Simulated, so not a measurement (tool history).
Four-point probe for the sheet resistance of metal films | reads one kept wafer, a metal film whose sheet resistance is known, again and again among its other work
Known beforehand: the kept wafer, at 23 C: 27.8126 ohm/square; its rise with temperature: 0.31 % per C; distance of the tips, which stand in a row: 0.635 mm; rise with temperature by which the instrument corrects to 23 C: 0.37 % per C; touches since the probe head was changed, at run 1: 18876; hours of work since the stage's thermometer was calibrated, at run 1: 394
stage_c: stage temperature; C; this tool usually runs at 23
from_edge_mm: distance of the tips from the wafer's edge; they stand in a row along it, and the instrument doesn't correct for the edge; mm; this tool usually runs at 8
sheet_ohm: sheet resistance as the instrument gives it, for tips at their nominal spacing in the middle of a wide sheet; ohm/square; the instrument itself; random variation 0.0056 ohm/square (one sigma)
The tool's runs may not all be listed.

run   hour  stage_c  from_edge_mm  touches since the probe head was changed  hours of work since the stage's thermometer was calibrated  sheet_ohm
  1      0       23             8                                     18876                                                         394  28.100075
  2   47.8       28             8                                     21200                                                         432  28.021188
  3  105.3       28             8                                     24000                                                         478  28.050532
  4  145.5       28             8                                     25955                                                         510  28.054811
  5  175.9       28             8                                     27435                                                         534  28.051138
  6  232.1       23             8                                     30171                                                         579  28.156702
  7  258.7       19             3                                     31464                                                         600  28.790645
  8  305.9       19             3                                     33761                                                         638  28.813557
  9  331.6       19             3                                     35011                                                         659  28.810844
 10  367.8       19             3                                     36777                                                         688  28.823709
 11  422.4       19             3                                     39432                                                         731  28.834498
 12  474.4       34            19                                     41964                                                         772  27.915035

For some of the steps in sheet_ohm from one run to the next: how much would appear even if the tool had no hidden state, given the settings, what came in and random variation, and how much remains for the hidden state plus any gauge scatter that the measured result and the result without hidden state don't share?
Unlogged tool condition in this case: inner tips' distance over the nominal, %; tips' flats over new ones', %; wafer's true temperature over the reading, C; drift of the gauge itself on sheet_ohm, %.
Run 2 -> 3: settings left as they were, no log entry in between. sheet_ohm +0.029344 ohm/square: hidden state +0.010929, all else +0.018415.
Run 11 -> 12: stage_c 19 -> 34, from_edge_mm 3 -> 19. sheet_ohm -0.919463 ohm/square: hidden state +0.00179, all else -0.921253.
